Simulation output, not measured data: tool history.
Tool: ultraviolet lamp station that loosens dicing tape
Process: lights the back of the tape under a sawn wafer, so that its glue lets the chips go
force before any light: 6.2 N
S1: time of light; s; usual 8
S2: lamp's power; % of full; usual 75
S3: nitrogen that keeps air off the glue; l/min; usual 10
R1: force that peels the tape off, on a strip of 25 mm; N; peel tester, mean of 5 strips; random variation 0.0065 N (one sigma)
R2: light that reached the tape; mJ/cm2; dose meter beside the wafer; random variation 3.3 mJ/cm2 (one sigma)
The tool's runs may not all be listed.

| run | hour | S1 | S2 | S3 | R1 | R2 |
|---|---|---|---|---|---|---|
| 1 | 0 | 8 | 75 | 10 | 0.276 | 459 |
| 2 | 12.3 | 8 | 62 | 10 | 0.451 | 380 |
| 3 | 26.1 | 8 | 62 | 10 | 0.451 | 384 |
| 4 | 36.1 | 8 | 62 | 10 | 0.441 | 379 |
| 5 | 50.7 | 8 | 75 | 6 | 0.374 | 451 |
| 6 | 59.8 | 8 | 75 | 19 | 0.216 | 453 |
|  | 68.1 | window cleaned of glue's vapour |
| 7 | 73.2 | 8 | 75 | 19 | 0.221 | 444 |
| 8 | 81.5 | 8 | 75 | 12 | 0.272 | 439 |
| 9 | 95.2 | 8 | 75 | 10 | 0.307 | 439 |
| 10 | 102.7 | 8 | 75 | 10 | 0.317 | 441 |
|  | 110 | window cleaned of glue's vapour, once more |
| 11 | 112.3 | 8 | 75 | 10 | 0.242 | 495 |
| 12 | 127.1 | 11 | 75 | 10 | 0.115 | 669 |
| 13 | 138.9 | 8 | 69 | 10 | 0.294 | 450 |
| 14 | 146.7 | 8 | 69 | 10 | 0.288 | 449 |
| 15 | 156.6 | 8 | 69 | 10 | 0.294 | 455 |
| 16 | 172.7 | 8 | 84 | 10 | 0.188 | 540 |
| 17 | 188.4 | 8 | 84 | 10 | 0.191 | 541 |
| 18 | 203.2 | 8 | 75 | 10 | 0.247 | 479 |
| 19 | 210.8 | 8 | 75 | 10 | 0.258 | 483 |
| 20 | 223.8 | 8 | 75 | 10 | 0.25 | 475 |
| 21 | 231.3 | 8 | 75 | 10 | 0.258 | 477 |
| 22 | 242.9 | 8 | 75 | 8 | 0.285 | 478 |
| 23 | 255.8 | 4 | 79 | 17 | 0.905 | 247 |
| 24 | 271.9 | 4 | 79 | 17 | 0.896 | 248 |
| 25 | 285.5 | 4 | 63 | 4 | 2.051 | 198 |
| 26 | 294.6 | 4 | 72 | 5 | 1.573 | 229 |
| 27 | 307.3 | 4 | 72 | 5 | 1.591 | 226 |
| 28 | 314.9 | 8 | 75 | 17 | 0.209 | 466 |
| 29 | 326 | 8 | 75 | 17 | 0.219 | 469 |
| 30 | 334.1 | 8 | 84 | 9 | 0.22 | 516 |
| 31 | 343.3 | 11 | 67 | 12 | 0.149 | 578 |
| 32 | 357 | 4 | 94 | 7 | 0.96 | 288 |
| 33 | 369.2 | 4 | 83 | 5 | 1.316 | 258 |
| 34 | 382.8 | 4 | 83 | 5 | 1.332 | 253 |
| 35 | 398.2 | 15 | 69 | 3 | 0.176 | 783 |
| 36 | 408.8 | 5 | 75 | 10 | 0.807 | 283 |
| 37 | 421.8 | 5 | 75 | 10 | 0.818 | 282 |
| 38 | 429.7 | 6 | 75 | 6 | 0.712 | 342 |
| 39 | 439.9 | 12 | 93 | 5 | 0.099 | 837 |
| 40 | 452.2 | 12 | 93 | 5 | 0.114 | 839 |
| 41 | 465.4 | 12 | 93 | 5 | 0.11 | 843 |
| 42 | 480.2 | 9 | 75 | 18 | 0.174 | 504 |
| 43 | 489.5 | 9 | 75 | 18 | 0.18 | 499 |

4 ways to go on from here, each from the tool as it stands after run 43. What would each give?
| A | 500.5 | 13 | 83 | 18 | ? | ? |
| B | 500.5 | 9 | 64 | 12 | ? | ? |
| C | 500.5 | 9 | 63 | 18 | ? | ? |
| D | 500.5 | 4 | 77 | 9 | ? | ? |

| run | R1 | R2 |
|---|---|---|
| A | 0.09 | 794 |
| B | 0.297 | 432 |
| C | 0.274 | 424 |
| D | 1.26 | 229 |
Without the tool's hidden state the same runs would have given:
| run | R1 | R2 |
|---|---|---|
| A | 0.084 | 935 |
| B | 0.196 | 509 |
| C | 0.185 | 499 |
| D | 0.96 | 269 |

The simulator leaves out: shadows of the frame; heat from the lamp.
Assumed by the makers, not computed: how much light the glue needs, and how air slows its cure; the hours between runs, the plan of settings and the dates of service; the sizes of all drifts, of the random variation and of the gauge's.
